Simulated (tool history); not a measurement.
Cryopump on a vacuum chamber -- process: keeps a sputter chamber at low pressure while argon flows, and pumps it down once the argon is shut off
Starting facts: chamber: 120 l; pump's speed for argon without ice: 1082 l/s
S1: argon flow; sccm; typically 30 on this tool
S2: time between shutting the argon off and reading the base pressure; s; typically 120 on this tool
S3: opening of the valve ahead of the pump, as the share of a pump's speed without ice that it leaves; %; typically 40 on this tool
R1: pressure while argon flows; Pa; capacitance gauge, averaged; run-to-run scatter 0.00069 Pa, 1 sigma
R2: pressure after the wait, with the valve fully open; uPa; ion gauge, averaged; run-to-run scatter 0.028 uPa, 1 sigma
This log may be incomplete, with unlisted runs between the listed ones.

{"run": 1, "hour": 0.0, "S1": 30, "S2": 120, "S3": 40, "R1": 0.1247, "R2": 1.58}
{"run": 2, "hour": 32.6, "S1": 30, "S2": 120, "S3": 40, "R1": 0.1249, "R2": 1.56}
{"run": 3, "hour": 47.0, "S1": 30, "S2": 120, "S3": 23, "R1": 0.2102, "R2": 1.61}
{"run": 4, "hour": 80.7, "S1": 30, "S2": 42, "S3": 23, "R1": 0.2123, "R2": 3.61}
{"run": 5, "hour": 107.1, "S1": 30, "S2": 120, "S3": 40, "R1": 0.1245, "R2": 1.62}
{"run": 6, "hour": 134.6, "S1": 30, "S2": 120, "S3": 40, "R1": 0.1239, "R2": 1.67}
{"run": 7, "hour": 150.9, "S1": 30, "S2": 120, "S3": 40, "R1": 0.1249, "R2": 1.68}
{"run": 8, "hour": 173.5, "S1": 30, "S2": 120, "S3": 40, "R1": 0.1251, "R2": 1.63}
{"run": 9, "hour": 190.7, "S1": 30, "S2": 120, "S3": 40, "R1": 0.1259, "R2": 1.6}
{"run": 10, "hour": 207.5, "S1": 30, "S2": 120, "S3": 40, "R1": 0.1246, "R2": 1.65}
{"run": 11, "hour": 241.1, "S1": 30, "S2": 120, "S3": 56, "R1": 0.091, "R2": 1.71}
{"run": 12, "hour": 272.9, "S1": 30, "S2": 120, "S3": 56, "R1": 0.091, "R2": 1.68}
{"run": 13, "hour": 303.0, "S1": 30, "S2": 120, "S3": 56, "R1": 0.0924, "R2": 1.68}
{"run": 14, "hour": 320.4, "S1": 30, "S2": 120, "S3": 56, "R1": 0.0922, "R2": 1.68}
{"run": 15, "hour": 351.9, "S1": 30, "S2": 120, "S3": 56, "R1": 0.0921, "R2": 1.65}
{"run": 16, "hour": 381.1, "S1": 51, "S2": 204, "S3": 40, "R1": 0.2144, "R2": 1.22}
{"run": 17, "hour": 406.8, "S1": 30, "S2": 239, "S3": 22, "R1": 0.223, "R2": 1.18}
{"run": 18, "hour": 421.7, "S1": 30, "S2": 239, "S3": 22, "R1": 0.2227, "R2": 1.12}
{"run": 19, "hour": 446.7, "S1": 30, "S2": 239, "S3": 22, "R1": 0.2204, "R2": 1.16}
{"run": 20, "hour": 479.2, "S1": 30, "S2": 239, "S3": 22, "R1": 0.2219, "R2": 1.15}
{"run": 21, "hour": 503.2, "S1": 30, "S2": 239, "S3": 22, "R1": 0.222, "R2": 1.15}
{"run": 22, "hour": 531.0, "S1": 14, "S2": 120, "S3": 31, "R1": 0.0764, "R2": 1.68}
{"run": 23, "hour": 558.5, "S1": 14, "S2": 120, "S3": 31, "R1": 0.0748, "R2": 1.65}
{"run": 24, "hour": 572.6, "S1": 44, "S2": 120, "S3": 19, "R1": 0.3763, "R2": 1.68}
{"run": 25, "hour": 605.7, "S1": 44, "S2": 120, "S3": 54, "R1": 0.142, "R2": 1.71}
{"run": 26, "hour": 628.7, "S1": 30, "S2": 120, "S3": 52, "R1": 0.1, "R2": 1.67}
{"run": 27, "hour": 654.9, "S1": 28, "S2": 44, "S3": 26, "R1": 0.1787, "R2": 3.38}
{"run": 28, "hour": 670.7, "S1": 13, "S2": 120, "S3": 40, "R1": 0.0558, "R2": 1.67}

Alternative continuations, all from the tool just after run 28; predict every row:
{"run": "A", "hour": 693.8, "S1": 18, "S2": 154, "S3": 40, "R1": "?", "R2": "?"}
{"run": "B", "hour": 693.8, "S1": 30, "S2": 107, "S3": 40, "R1": "?", "R2": "?"}
{"run": "C", "hour": 693.8, "S1": 14, "S2": 169, "S3": 32, "R1": "?", "R2": "?"}
{"run": "D", "hour": 693.8, "S1": 15, "S2": 120, "S3": 40, "R1": "?", "R2": "?"}
{"run": "E", "hour": 693.8, "S1": 22, "S2": 28, "S3": 19, "R1": "?", "R2": "?"}

run=A R1=0.0768 R2=1.48
run=B R1=0.1285 R2=1.84
run=C R1=0.0735 R2=1.43
run=D R1=0.0643 R2=1.69
run=E R1=0.1888 R2=5.19
Stripped of hidden state, with their random variation kept, the same runs would have yielded:
run=A R1=0.0701 R2=1.1
run=B R1=0.1173 R2=1.46
run=C R1=0.0683 R2=1.05
run=D R1=0.0588 R2=1.32
run=E R1=0.1806 R2=4.81

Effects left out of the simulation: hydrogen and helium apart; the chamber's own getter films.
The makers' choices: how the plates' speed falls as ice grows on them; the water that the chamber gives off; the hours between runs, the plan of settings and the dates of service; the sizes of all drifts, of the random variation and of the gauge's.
